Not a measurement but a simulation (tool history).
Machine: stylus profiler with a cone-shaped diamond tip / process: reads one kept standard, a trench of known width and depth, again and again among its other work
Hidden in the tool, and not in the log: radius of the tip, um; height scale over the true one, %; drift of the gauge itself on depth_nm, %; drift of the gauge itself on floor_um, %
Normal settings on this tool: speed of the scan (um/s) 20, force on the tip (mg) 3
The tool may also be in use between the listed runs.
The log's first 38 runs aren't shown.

run	hour	speed of the scan (um/s)	force on the tip (mg)	scans with this tip	hours of work since the height scale was calibrated	depth of the trench (Å)	width of the trench's floor (µm)
39	1507.9	51	1.12	15637	1123	5020.1	92.06
40	1555	14	4.96	15977	1147	5078	92.39
41	1600.7	14	4.96	16307	1171	5076.2	92.26
42	1641.9	48	4.07	16604	1192	5065.6	92.16
43	1689.3	5	1.83	16946	1217	5032.9	92.25
44	1712.3	24	3.8	17113	1229	5064.2	92.11
45	1747.4	24	3.8	17366	1247	5062.6	92.07
46	1775.6	24	3.8	17570	1262	5063.2	92.06

Consider 4 possible next runs. They are alternatives, not a sequence: every one starts from the tool as it was left by run 46. What does each give?
A	1831	27	3	17969	1291	?	?
B	1831	24	1.01	17969	1291	?	?
C	1831	10	1.84	17969	1291	?	?
D	1831	7	3.69	17969	1291	?	?

run	depth of the trench (Å)	width of the trench's floor (µm)
A	5051.1	91.95
B	5015.1	91.89
C	5030.6	92.02
D	5060.9	92.04
What these runs would have given with no unlogged condition in the tool:
run	depth of the trench (Å)	width of the trench's floor (µm)
A	5068.4	95.48
B	5032.2	95.42
C	5047.8	95.55
D	5078.1	95.57

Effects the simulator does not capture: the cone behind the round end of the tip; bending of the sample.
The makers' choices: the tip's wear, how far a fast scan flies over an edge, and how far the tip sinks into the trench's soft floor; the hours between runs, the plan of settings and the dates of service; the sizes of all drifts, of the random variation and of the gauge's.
